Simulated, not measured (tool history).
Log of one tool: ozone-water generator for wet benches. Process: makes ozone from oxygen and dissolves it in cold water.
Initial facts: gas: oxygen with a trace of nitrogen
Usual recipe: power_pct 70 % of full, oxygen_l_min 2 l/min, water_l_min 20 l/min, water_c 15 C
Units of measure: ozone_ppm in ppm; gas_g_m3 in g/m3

run 1 day=0 | power_pct=70 oxygen_l_min=2 water_l_min=20 water_c=15 | ozone_ppm=15.6 gas_g_m3=254.6
run 2 day=1.038 | power_pct=70 oxygen_l_min=2 water_l_min=20 water_c=15 | ozone_ppm=15.9 gas_g_m3=254.7
run 3 day=3.192 | power_pct=70 oxygen_l_min=2 water_l_min=14 water_c=15 | ozone_ppm=22.1 gas_g_m3=255.9
run 4 day=4.817 | power_pct=70 oxygen_l_min=2 water_l_min=26 water_c=15 | ozone_ppm=12.2 gas_g_m3=256.3
run 5 day=7.05 | power_pct=70 oxygen_l_min=2 water_l_min=20 water_c=15 | ozone_ppm=15.9 gas_g_m3=255.3
run 6 day=9.271 | power_pct=70 oxygen_l_min=2 water_l_min=20 water_c=15 | ozone_ppm=15.8 gas_g_m3=257.5
run 7 day=11.346 | power_pct=43 oxygen_l_min=2 water_l_min=20 water_c=15 | ozone_ppm=12.4 gas_g_m3=196.9
run 8 day=12.246 | power_pct=43 oxygen_l_min=2 water_l_min=20 water_c=15 | ozone_ppm=12.2 gas_g_m3=199.3
run 9 day=14.108 | power_pct=70 oxygen_l_min=1.7 water_l_min=20 water_c=15 | ozone_ppm=14.6 gas_g_m3=269.1
run 10 day=16.35 | power_pct=70 oxygen_l_min=2 water_l_min=20 water_c=14 | ozone_ppm=15.8 gas_g_m3=254.2
run 11 day=18.467 | power_pct=70 oxygen_l_min=2 water_l_min=20 water_c=17 | ozone_ppm=15.5 gas_g_m3=253.8
run 12 day=20.088 | power_pct=70 oxygen_l_min=2 water_l_min=20 water_c=17 | ozone_ppm=15.4 gas_g_m3=251.9
run 13 day=21.658 | power_pct=70 oxygen_l_min=2 water_l_min=20 water_c=15 | ozone_ppm=15.6 gas_g_m3=254.2
-- day=21.979 contactor cleaned
run 14 day=23.129 | power_pct=70 oxygen_l_min=2 water_l_min=20 water_c=15 | ozone_ppm=15.7 gas_g_m3=257.6
run 15 day=25.083 | power_pct=70 oxygen_l_min=2 water_l_min=20 water_c=15 | ozone_ppm=15.5 gas_g_m3=256
run 16 day=26.104 | power_pct=70 oxygen_l_min=2 water_l_min=20 water_c=15 | ozone_ppm=15.6 gas_g_m3=253.8
run 17 day=27.192 | power_pct=84 oxygen_l_min=1.25 water_l_min=20 water_c=15 | ozone_ppm=13.4 gas_g_m3=325.8
run 18 day=28.762 | power_pct=48 oxygen_l_min=2.66 water_l_min=20 water_c=15 | ozone_ppm=14.9 gas_g_m3=190.3
run 19 day=29.988 | power_pct=42 oxygen_l_min=1.79 water_l_min=20 water_c=15 | ozone_ppm=11.4 gas_g_m3=201
run 20 day=31.179 | power_pct=42 oxygen_l_min=1.79 water_l_min=20 water_c=15 | ozone_ppm=11.2 gas_g_m3=204
run 21 day=33.258 | power_pct=42 oxygen_l_min=1.79 water_l_min=20 water_c=15 | ozone_ppm=11.6 gas_g_m3=201
-- day=34.317 contactor cleaned, once more
run 22 day=34.846 | power_pct=49 oxygen_l_min=2 water_l_min=14 water_c=15 | ozone_ppm=18.4 gas_g_m3=209.4
run 23 day=36.504 | power_pct=84 oxygen_l_min=2.34 water_l_min=18 water_c=15 | ozone_ppm=20.4 gas_g_m3=261.5
run 24 day=38.7 | power_pct=84 oxygen_l_min=2.34 water_l_min=18 water_c=17 | ozone_ppm=20 gas_g_m3=265
run 25 day=39.921 | power_pct=58 oxygen_l_min=2.34 water_l_min=18 water_c=17 | ozone_ppm=16.8 gas_g_m3=217.5
run 26 day=41.012 | power_pct=74 oxygen_l_min=1.67 water_l_min=20 water_c=11 | ozone_ppm=15.4 gas_g_m3=272.6
run 27 day=42.983 | power_pct=51 oxygen_l_min=2.56 water_l_min=20 water_c=17 | ozone_ppm=14.9 gas_g_m3=197.2
run 28 day=45.15 | power_pct=51 oxygen_l_min=2.56 water_l_min=20 water_c=17 | ozone_ppm=14.5 gas_g_m3=197.3
run 29 day=46.108 | power_pct=57 oxygen_l_min=2 water_l_min=14 water_c=8 | ozone_ppm=21 gas_g_m3=225
run 30 day=48.242 | power_pct=55 oxygen_l_min=1.19 water_l_min=12 water_c=15 | ozone_ppm=17.7 gas_g_m3=265
run 31 day=49.475 | power_pct=55 oxygen_l_min=1.58 water_l_min=12 water_c=15 | ozone_ppm=20.5 gas_g_m3=240.6
run 32 day=51.321 | power_pct=55 oxygen_l_min=1.58 water_l_min=12 water_c=15 | ozone_ppm=20 gas_g_m3=240.9

Each row is a separate what-if for the run after 32, all from the same tool condition, not one after another. Results?
run A day=52.892 | power_pct=72 oxygen_l_min=1.58 water_l_min=22 water_c=14 | ozone_ppm=? gas_g_m3=?
run B day=52.892 | power_pct=45 oxygen_l_min=2.08 water_l_min=12 water_c=18 | ozone_ppm=? gas_g_m3=?
run C day=52.892 | power_pct=55 oxygen_l_min=1.58 water_l_min=23 water_c=9 | ozone_ppm=? gas_g_m3=?
run D day=52.892 | power_pct=60 oxygen_l_min=3.3 water_l_min=12 water_c=12 | ozone_ppm=? gas_g_m3=?
run E day=52.892 | power_pct=70 oxygen_l_min=2 water_l_min=20 water_c=9 | ozone_ppm=? gas_g_m3=?

run=A ozone_ppm=13 gas_g_m3=275.9
run=B ozone_ppm=19.7 gas_g_m3=197.9
run=C ozone_ppm=10.7 gas_g_m3=239.6
run=D ozone_ppm=27.7 gas_g_m3=198.9
run=E ozone_ppm=16.2 gas_g_m3=252.2
With the hidden condition removed and each run's random variation left untouched, the same runs would have given:
run=A ozone_ppm=13.5 gas_g_m3=285.4
run=B ozone_ppm=20.3 gas_g_m3=203.1
run=C ozone_ppm=11 gas_g_m3=246.7
run=D ozone_ppm=28.6 gas_g_m3=205.1
run=E ozone_ppm=16.8 gas_g_m3=260.8

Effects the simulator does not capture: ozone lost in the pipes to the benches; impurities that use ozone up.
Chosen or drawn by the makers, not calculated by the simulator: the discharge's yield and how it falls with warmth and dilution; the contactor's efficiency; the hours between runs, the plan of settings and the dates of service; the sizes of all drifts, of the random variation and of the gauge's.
